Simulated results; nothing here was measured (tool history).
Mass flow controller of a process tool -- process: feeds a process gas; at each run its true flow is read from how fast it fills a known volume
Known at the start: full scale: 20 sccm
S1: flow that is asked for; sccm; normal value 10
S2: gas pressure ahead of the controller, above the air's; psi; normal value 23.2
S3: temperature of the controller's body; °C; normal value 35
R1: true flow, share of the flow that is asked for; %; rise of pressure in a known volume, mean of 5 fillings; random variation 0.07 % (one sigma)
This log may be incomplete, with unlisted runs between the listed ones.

run     day  S1    S2  S3     R1
  1   0.000  10  23.2  35  97.61
  2   2.992  10  23.2  35  97.67
  3   6.921  10  32.6  35  97.31
  4  10.629  10  32.6  35  97.29
  5  13.725  10  23.2  35  97.73
  6  17.417  10  23.2  35  97.73
  7  20.196  10  23.2  35  97.70
  8  22.092  10  23.2  21  99.21
  9  25.246   9  23.2  35  97.50
 10  29.108   3  23.2  35  96.78
 11  32.671   3  23.2  35  96.69
 12  36.667   3  23.2  35  96.68
 13  40.667   3  23.2  32  97.14
 14  42.892   2  28.3  29  97.00
 15  46.233   9  29.3  35  97.36
 16  48.142   6  23.9  40  96.56
 17  50.329   5  23.9  37  96.76
 18  52.592   4  23.9  33  97.05
 19  56.512   8  23.9  33  97.58
 20  58.138   3  23.9  36  96.72
 21  61.821   3  23.9  36  96.60

Expected results for the next run?
 22  65.400  12  32.6  35   ?

R1: 97.60 %
With no hidden state in the tool, this same run would have given R1 97.59 %.

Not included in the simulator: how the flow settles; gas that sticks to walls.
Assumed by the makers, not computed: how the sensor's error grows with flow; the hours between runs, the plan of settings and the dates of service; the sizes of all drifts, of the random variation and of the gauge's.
